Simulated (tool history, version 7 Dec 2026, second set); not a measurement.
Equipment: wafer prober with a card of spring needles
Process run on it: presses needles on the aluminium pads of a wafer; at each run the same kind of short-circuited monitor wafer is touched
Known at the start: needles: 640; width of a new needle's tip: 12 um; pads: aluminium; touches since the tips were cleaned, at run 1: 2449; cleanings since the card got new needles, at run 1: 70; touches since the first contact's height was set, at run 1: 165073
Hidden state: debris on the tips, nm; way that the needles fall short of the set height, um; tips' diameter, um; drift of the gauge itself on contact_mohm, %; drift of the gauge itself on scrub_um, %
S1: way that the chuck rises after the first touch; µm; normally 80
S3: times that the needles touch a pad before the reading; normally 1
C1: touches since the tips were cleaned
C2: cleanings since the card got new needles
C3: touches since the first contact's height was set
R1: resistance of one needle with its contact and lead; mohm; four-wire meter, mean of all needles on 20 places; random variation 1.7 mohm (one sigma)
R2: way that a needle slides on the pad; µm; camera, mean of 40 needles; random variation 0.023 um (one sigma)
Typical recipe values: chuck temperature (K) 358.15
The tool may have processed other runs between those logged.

Run 1, hour 0.0: usual settings; C1 2449; C2 70; C3 165073. Result: R1 191 mohm, R2 11.73 µm.
At hour 4.4: tips cleaned on abrasive film.
At hour 15.2: tips cleaned on abrasive film.
At hour 21.8: height of the first contact set anew.
At hour 26.1: tips cleaned on abrasive film.
Run 2, hour 28.4: usual settings; C1 1109; C2 73; C3 3180. Result: R1 181 mohm, R2 12.25 µm.
At hour 35.0: tips cleaned on abrasive film.
At hour 45.7: tips cleaned on abrasive film.
Run 3, hour 51.7: usual settings; C1 2926; C2 75; C3 14353. Result: R1 191 mohm, R2 12.18 µm.
At hour 56.1: tips cleaned on abrasive film.
At hour 66.9: tips cleaned on abrasive film.
At hour 77.1: tips cleaned on abrasive film.
Run 4, hour 77.1: usual settings but S1 71 µm; C1 0; C2 78; C3 26496. Result: R1 177 mohm, R2 10.79 µm.
At hour 85.7: tips cleaned on abrasive film.
At hour 96.5: tips cleaned on abrasive film.
At hour 107.2: tips cleaned on abrasive film.
Run 5, hour 113.8: usual settings; C1 3162; C2 81; C3 44121. Result: R1 190 mohm, R2 12.09 µm.
At hour 116.0: tips cleaned on abrasive film.
At hour 126.8: tips cleaned on abrasive film.
At hour 137.6: tips cleaned on abrasive film.
At hour 146.3: tips cleaned on abrasive film.
At hour 157.1: tips cleaned on abrasive film.
Run 6, hour 158.8: usual settings; C1 865; C2 86; C3 65709. Result: R1 181 mohm, R2 12.06 µm.
At hour 167.5: tips cleaned on abrasive film.
At hour 176.1: tips cleaned on abrasive film.
Run 7, hour 183.3: usual settings; C1 3467; C2 88; C3 77453. Result: R1 193 mohm, R2 11.99 µm.
At hour 185.5: tips cleaned on abrasive film.
At hour 196.3: tips cleaned on abrasive film.
At hour 207.1: tips cleaned on abrasive film.
At hour 217.9: tips cleaned on abrasive film.
At hour 227.8: tips cleaned on abrasive film.
Run 8, hour 227.8: usual settings; C1 0; C2 93; C3 98780. Result: R1 175 mohm, R2 11.94 µm.
At hour 238.6: tips cleaned on abrasive film.
At hour 247.3: tips cleaned on abrasive film.
At hour 257.9: tips cleaned on abrasive film.
Run 9, hour 265.1: usual settings but S1 90 µm, chuck temperature (K) 352.15, S3 3; C1 3446; C2 96; C3 116661. Result: R1 175 mohm, R2 13.44 µm.
At hour 267.3: tips cleaned on abrasive film.
At hour 278.0: tips cleaned on abrasive film.
At hour 288.8: tips cleaned on abrasive film.
At hour 299.5: tips cleaned on abrasive film.
At hour 310.3: tips cleaned on abrasive film.
Run 10, hour 312.2: usual settings but S1 82 µm, chuck temperature (K) 309.15, S3 3; C1 916; C2 101; C3 139252. Result: R1 169 mohm, R2 12.11 µm.
At hour 320.9: tips cleaned on abrasive film.
At hour 331.6: tips cleaned on abrasive film.
Run 11, hour 336.9: usual settings but S1 90 µm, chuck temperature (K) 395.15, S3 3; C1 2524; C2 103; C3 151098. Result: R1 186 mohm, R2 13.30 µm.
At hour 341.2: tips cleaned on abrasive film.
At hour 352.0: tips cleaned on abrasive film.
Run 12, hour 358.4: usual settings but S1 81 µm, chuck temperature (K) 339.15, S3 2; C1 3097; C2 105; C3 161447. Result: R1 181 mohm, R2 11.95 µm.
At hour 362.8: tips cleaned on abrasive film.
At hour 373.5: tips cleaned on abrasive film.
At hour 384.3: tips cleaned on abrasive film.
At hour 388.9: height of the first contact set anew.
At hour 395.4: tips cleaned on abrasive film.
Run 13, hour 398.2: usual settings but S1 81 µm, chuck temperature (K) 339.15, S3 2; C1 1385; C2 109; C3 4493. Result: R1 175 mohm, R2 12.39 µm.
At hour 404.8: tips cleaned on abrasive film.
At hour 415.6: tips cleaned on abrasive film.
At hour 426.4: tips cleaned on abrasive film.
At hour 437.2: tips cleaned on abrasive film.
Run 14, hour 439.7: usual settings but S1 81 µm, chuck temperature (K) 339.15, S3 2; C1 1256; C2 113; C3 24394. Result: R1 177 mohm, R2 12.30 µm.
At hour 446.3: tips cleaned on abrasive film.
At hour 457.1: tips cleaned on abrasive film.
At hour 467.8: tips cleaned on abrasive film.
At hour 478.6: tips cleaned on abrasive film.
Run 15, hour 485.4: usual settings but S1 81 µm, chuck temperature (K) 339.15, S3 2; C1 3265; C2 117; C3 46303. Result: R1 182 mohm, R2 12.27 µm.

Each row is a separate what-if for the run after 15, all from the same tool condition, not one after another. Results?
At hour 487.6: tips cleaned on abrasive film.
At hour 498.4: tips cleaned on abrasive film.
At hour 507.3: tips cleaned on abrasive film.
Run A, hour 507.3: usual settings but S1 70 µm, S3 2; C1 0; C2 120; C3 56794. Result: R1 ?, R2 ?.
At hour 487.6: tips cleaned on abrasive film.
At hour 498.4: tips cleaned on abrasive film.
At hour 507.3: tips cleaned on abrasive film.
Run B, hour 507.3: usual settings but S1 82 µm, chuck temperature (K) 342.15, S3 2; C1 0; C2 120; C3 56794. Result: R1 ?, R2 ?.
At hour 487.6: tips cleaned on abrasive film.
At hour 498.4: tips cleaned on abrasive film.
At hour 507.3: tips cleaned on abrasive film.
Run C, hour 507.3: usual settings but S1 81 µm, chuck temperature (K) 387.15, S3 2; C1 0; C2 120; C3 56794. Result: R1 ?, R2 ?.
At hour 487.6: tips cleaned on abrasive film.
At hour 498.4: tips cleaned on abrasive film.
At hour 507.3: tips cleaned on abrasive film.
Run D, hour 507.3: usual settings but S1 82 µm, chuck temperature (K) 390.15, S3 2; C1 0; C2 120; C3 56794. Result: R1 ?, R2 ?.
At hour 487.6: tips cleaned on abrasive film.
At hour 498.4: tips cleaned on abrasive film.
At hour 507.3: tips cleaned on abrasive film.
Run E, hour 507.3: usual settings but S1 96 µm, chuck temperature (K) 311.15, S3 2; C1 0; C2 120; C3 56794. Result: R1 ?, R2 ?.

run   R1     R2
  A  180  10.49
  B  172  12.35
  C  177  12.17
  D  184  12.40
  E  165  14.52
The same runs, with their run-to-run variation unchanged, on a tool lacking any hidden condition would have given:
run   R1     R2
  A  178  10.67
  B  172  12.53
  C  179  12.34
  D  186  12.57
  E  167  14.70

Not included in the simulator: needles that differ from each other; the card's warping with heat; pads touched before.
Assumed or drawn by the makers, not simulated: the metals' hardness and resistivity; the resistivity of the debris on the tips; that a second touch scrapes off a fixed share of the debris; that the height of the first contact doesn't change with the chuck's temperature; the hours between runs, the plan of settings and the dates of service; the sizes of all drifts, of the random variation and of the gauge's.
